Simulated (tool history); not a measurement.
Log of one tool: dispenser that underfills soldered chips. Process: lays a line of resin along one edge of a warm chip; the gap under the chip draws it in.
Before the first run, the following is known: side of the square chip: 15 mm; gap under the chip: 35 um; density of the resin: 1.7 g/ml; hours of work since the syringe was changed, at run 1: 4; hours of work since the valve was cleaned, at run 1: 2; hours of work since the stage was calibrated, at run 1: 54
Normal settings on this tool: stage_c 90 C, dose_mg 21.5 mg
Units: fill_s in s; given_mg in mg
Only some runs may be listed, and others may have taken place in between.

run  hour  stage_c  dose_mg  hours of work since the syringe was changed  hours of work since the valve was cleaned  hours of work since the stage was calibrated  fill_s  given_mg
  1     0       90     21.5                                            4                                          2                                            54   432.2     21.51
        6  -- new syringe of resin
  2     6       90     21.5                                            0                                          6                                            58   305.2     21.63
  3  11.6       90     21.5                                            4                                          9                                            62   416.4     21.44
  4  17.9      102     21.5                                            8                                         13                                            66   347.6     21.42
     18.8  -- new syringe of resin
  5  21.7      102     21.5                                            2                                         16                                            68   202.7      21.6
  6  29.3      102     21.5                                            7                                         21                                            73   310.1     21.66
     31.7  -- new syringe of resin
  7    35       95     21.5                                            2                                         24                                            76   285.8     21.44
  8  42.1       81     21.5                                            7                                         29                                            81   816.8     21.41
     44.8  -- new syringe of resin
  9  47.9       90     21.5                                            2                                         32                                            84   354.2     21.25
 10  53.9       90     21.5                                            6                                         36                                            88   500.9     21.21
       58  -- new syringe of resin
 11  58.6       90     21.5                                            0                                         39                                            91   316.1     21.34
 12  63.1       90     21.5                                            3                                         42                                            94   404.2     21.15
 13  67.8       90     21.5                                            6                                         45                                            97   515.5     21.33
       71  -- new syringe of resin
 14    72       90     21.5                                            1                                         47                                            99   319.2     21.19
 15  77.1       90     21.5                                            4                                         50                                           102   415.2     21.12
 16  80.4       90     27.6                                            6                                         52                                           104   496.2     27.27
       84  -- new syringe of resin
 17  85.9       90     27.6                                            1                                         56                                           108   325.8     27.21

What will run 18 give?
 18  90.4       90     27.6                                            4                                         58                                           111       ?         ?

{"run 18": {"fill_s": 405.4, "given_mg": 26.95}}
The same run, on a tool lacking any hidden state, would have yielded fill_s 297.1 s, given_mg 27.39 mg.
